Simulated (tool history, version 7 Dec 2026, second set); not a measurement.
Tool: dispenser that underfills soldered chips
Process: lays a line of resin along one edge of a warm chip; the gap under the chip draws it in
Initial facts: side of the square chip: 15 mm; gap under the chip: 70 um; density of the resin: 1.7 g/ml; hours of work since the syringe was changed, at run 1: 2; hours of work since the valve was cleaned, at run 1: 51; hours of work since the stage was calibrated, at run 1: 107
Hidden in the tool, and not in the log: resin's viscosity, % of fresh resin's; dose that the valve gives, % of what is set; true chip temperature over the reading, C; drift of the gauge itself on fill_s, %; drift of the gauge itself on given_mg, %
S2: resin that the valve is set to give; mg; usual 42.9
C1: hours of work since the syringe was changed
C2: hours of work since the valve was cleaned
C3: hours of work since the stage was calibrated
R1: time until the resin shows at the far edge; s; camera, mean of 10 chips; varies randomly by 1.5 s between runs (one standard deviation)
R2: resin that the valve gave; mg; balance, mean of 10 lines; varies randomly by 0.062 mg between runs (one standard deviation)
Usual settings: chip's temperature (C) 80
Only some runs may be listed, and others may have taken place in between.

run 1 hour=0.0 | chip's_temperature_(C)=80 S2=42.9 | C1=2 C2=51 C3=107 | R1=179.7 R2=41.96
run 2 hour=4.7 | chip's_temperature_(C)=80 S2=42.9 | C1=5 C2=54 C3=109 | R1=234.7 R2=41.96
-- hour=6.9 new syringe of resin
run 3 hour=9.4 | chip's_temperature_(C)=80 S2=42.9 | C1=1 C2=56 C3=112 | R1=172.0 R2=41.95
run 4 hour=11.4 | chip's_temperature_(C)=80 S2=42.9 | C1=3 C2=58 C3=113 | R1=187.5 R2=41.89
run 5 hour=13.8 | chip's_temperature_(C)=80 S2=42.9 | C1=4 C2=59 C3=115 | R1=214.5 R2=41.79
run 6 hour=17.0 | chip's_temperature_(C)=80 S2=42.9 | C1=6 C2=61 C3=117 | R1=253.1 R2=41.87
-- hour=17.7 new syringe of resin
run 7 hour=21.6 | chip's_temperature_(C)=80 S2=42.9 | C1=2 C2=64 C3=119 | R1=179.6 R2=41.71
run 8 hour=24.2 | chip's_temperature_(C)=80 S2=42.9 | C1=4 C2=65 C3=121 | R1=211.8 R2=41.76
run 9 hour=27.7 | chip's_temperature_(C)=80 S2=42.9 | C1=6 C2=67 C3=123 | R1=253.0 R2=41.81
-- hour=28.6 new syringe of resin
-- hour=31.1 dispensing valve cleaned and set on the balance
run 10 hour=32.6 | chip's_temperature_(C)=80 S2=42.9 | C1=2 C2=1 C3=125 | R1=175.9 R2=42.89
run 11 hour=35.3 | chip's_temperature_(C)=80 S2=42.9 | C1=3 C2=3 C3=127 | R1=200.4 R2=42.85
run 12 hour=38.8 | chip's_temperature_(C)=80 S2=42.9 | C1=6 C2=5 C3=129 | R1=239.8 R2=42.84
-- hour=40.7 new syringe of resin
run 13 hour=41.2 | chip's_temperature_(C)=80 S2=42.9 | C1=0 C2=6 C3=130 | R1=148.3 R2=42.79
run 14 hour=44.6 | chip's_temperature_(C)=80 S2=42.9 | C1=2 C2=8 C3=132 | R1=179.9 R2=42.84
run 15 hour=47.2 | chip's_temperature_(C)=80 S2=43.7 | C1=4 C2=9 C3=134 | R1=206.6 R2=43.45
-- hour=51.5 new syringe of resin
run 16 hour=52.0 | chip's_temperature_(C)=80 S2=42.9 | C1=0 C2=12 C3=136 | R1=147.6 R2=42.65
run 17 hour=56.1 | chip's_temperature_(C)=68 S2=43.8 | C1=3 C2=15 C3=139 | R1=259.8 R2=43.64

Predict the results of run 18:
run 18 hour=60.7 | chip's_temperature_(C)=89 S2=40.5 | C1=6 C2=17 C3=142 | R1=? R2=?

{"run 18": {"R1": 182.6, "R2": 40.22}}
If the tool had no hidden condition, the same run with the same run-to-run variation would have returned R1 112.9 s, R2 40.49 mg.
